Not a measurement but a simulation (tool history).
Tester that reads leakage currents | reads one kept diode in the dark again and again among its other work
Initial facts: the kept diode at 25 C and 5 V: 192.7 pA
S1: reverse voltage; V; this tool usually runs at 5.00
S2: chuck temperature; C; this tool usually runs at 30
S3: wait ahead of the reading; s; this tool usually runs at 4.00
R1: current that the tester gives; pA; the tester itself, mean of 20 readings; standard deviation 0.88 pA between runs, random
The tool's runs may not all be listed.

run 1 hour=0.0 | S1=5.00 S2=30 S3=4.00 | R1=283.75
run 2 hour=83.5 | S1=5.00 S2=30 S3=4.00 | R1=284.88
run 3 hour=207.1 | S1=5.00 S2=30 S3=0.58 | R1=283.59
run 4 hour=302.5 | S1=5.00 S2=30 S3=0.58 | R1=282.71
run 5 hour=372.4 | S1=5.00 S2=30 S3=0.58 | R1=281.32
run 6 hour=434.8 | S1=5.00 S2=30 S3=0.58 | R1=281.33
run 7 hour=515.1 | S1=5.00 S2=30 S3=0.58 | R1=280.66
run 8 hour=642.4 | S1=5.00 S2=30 S3=0.58 | R1=278.39
run 9 hour=763.2 | S1=5.00 S2=30 S3=4.00 | R1=276.09
run 10 hour=869.4 | S1=5.00 S2=30 S3=4.53 | R1=276.76
run 11 hour=981.8 | S1=5.00 S2=30 S3=0.31 | R1=277.68
run 12 hour=1055.7 | S1=5.00 S2=30 S3=0.31 | R1=276.00
run 13 hour=1194.2 | S1=5.00 S2=30 S3=0.31 | R1=275.75
run 14 hour=1279.2 | S1=5.00 S2=30 S3=4.00 | R1=272.35
run 15 hour=1345.3 | S1=3.54 S2=30 S3=4.00 | R1=238.30
run 16 hour=1470.5 | S1=3.54 S2=30 S3=4.00 | R1=237.59
run 17 hour=1564.3 | S1=3.54 S2=30 S3=4.00 | R1=235.88
run 18 hour=1704.2 | S1=3.42 S2=30 S3=4.00 | R1=233.33
run 19 hour=1770.7 | S1=5.00 S2=30 S3=4.00 | R1=266.48
run 20 hour=1875.7 | S1=5.00 S2=30 S3=4.00 | R1=268.62
-- hour=1884.3 chuck's temperature calibrated
run 21 hour=1974.3 | S1=5.00 S2=30 S3=4.00 | R1=257.82

For run 22, what comes out?
run 22 hour=2036.8 | S1=5.00 S2=21 S3=4.51 | R1=?

R1: 121.41 pA
The same run, on a tool lacking any hidden state, would have yielded R1 136.48 pA.

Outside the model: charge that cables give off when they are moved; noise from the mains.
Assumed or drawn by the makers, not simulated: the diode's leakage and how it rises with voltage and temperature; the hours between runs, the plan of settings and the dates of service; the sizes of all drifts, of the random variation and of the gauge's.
